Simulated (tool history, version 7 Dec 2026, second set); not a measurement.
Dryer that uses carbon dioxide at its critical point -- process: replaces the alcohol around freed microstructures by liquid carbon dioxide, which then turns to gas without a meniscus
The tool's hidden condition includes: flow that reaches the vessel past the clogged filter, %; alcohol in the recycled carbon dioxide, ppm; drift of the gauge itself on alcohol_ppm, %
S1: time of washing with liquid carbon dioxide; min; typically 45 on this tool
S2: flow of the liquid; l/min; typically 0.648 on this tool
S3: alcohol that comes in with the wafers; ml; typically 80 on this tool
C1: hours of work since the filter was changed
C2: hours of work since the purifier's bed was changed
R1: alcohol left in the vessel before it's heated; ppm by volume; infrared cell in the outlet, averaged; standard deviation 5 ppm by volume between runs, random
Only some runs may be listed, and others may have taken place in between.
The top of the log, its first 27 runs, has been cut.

run 28 hour=1004.2 | S1=28 S2=0.457 S3=37 | C1=577 C2=104 | R1=865
-- hour=1016.9 inlet filter changed
run 29 hour=1027.5 | S1=35 S2=0.648 S3=96 | C1=8 C2=121 | R1=212
run 30 hour=1068.6 | S1=52 S2=1.006 S3=82 | C1=38 C2=151 | R1=61
run 31 hour=1103.4 | S1=33 S2=0.678 S3=34 | C1=64 C2=177 | R1=132
run 32 hour=1146.1 | S1=33 S2=0.678 S3=34 | C1=96 C2=208 | R1=147
run 33 hour=1171.0 | S1=33 S2=0.839 S3=34 | C1=114 C2=227 | R1=109
run 34 hour=1196.6 | S1=33 S2=0.674 S3=44 | C1=133 C2=246 | R1=191
run 35 hour=1218.7 | S1=33 S2=0.674 S3=44 | C1=149 C2=262 | R1=187
run 36 hour=1259.9 | S1=58 S2=0.404 S3=74 | C1=180 C2=292 | R1=231
run 37 hour=1301.5 | S1=35 S2=0.744 S3=106 | C1=210 C2=323 | R1=238
run 38 hour=1348.7 | S1=49 S2=0.871 S3=92 | C1=245 C2=358 | R1=125
run 39 hour=1393.4 | S1=35 S2=0.450 S3=80 | C1=278 C2=391 | R1=893
run 40 hour=1439.9 | S1=36 S2=0.450 S3=25 | C1=313 C2=425 | R1=385
run 41 hour=1467.4 | S1=41 S2=0.450 S3=48 | C1=333 C2=446 | R1=442
run 42 hour=1502.0 | S1=29 S2=0.964 S3=25 | C1=359 C2=471 | R1=187
run 43 hour=1533.4 | S1=45 S2=0.756 S3=80 | C1=382 C2=495 | R1=184
run 44 hour=1580.5 | S1=33 S2=0.987 S3=32 | C1=417 C2=529 | R1=184
run 45 hour=1603.1 | S1=34 S2=0.648 S3=80 | C1=433 C2=546 | R1=454
run 46 hour=1650.3 | S1=48 S2=0.648 S3=65 | C1=468 C2=581 | R1=239
run 47 hour=1697.2 | S1=56 S2=0.451 S3=31 | C1=503 C2=616 | R1=254
run 48 hour=1730.8 | S1=45 S2=0.431 S3=23 | C1=528 C2=641 | R1=358

Alternative continuations, all from the tool just after run 48; predict every row:
run A hour=1756.8 | S1=47 S2=0.648 S3=31 | C1=547 C2=660 | R1=?
run B hour=1756.8 | S1=28 S2=0.648 S3=80 | C1=547 C2=660 | R1=?
run C hour=1756.8 | S1=55 S2=0.599 S3=58 | C1=547 C2=660 | R1=?

run=A R1=252
run=B R1=885
run=C R1=261
With no hidden state in the tool, these same runs would have given:
run=A R1=18
run=B R1=373
run=C R1=18
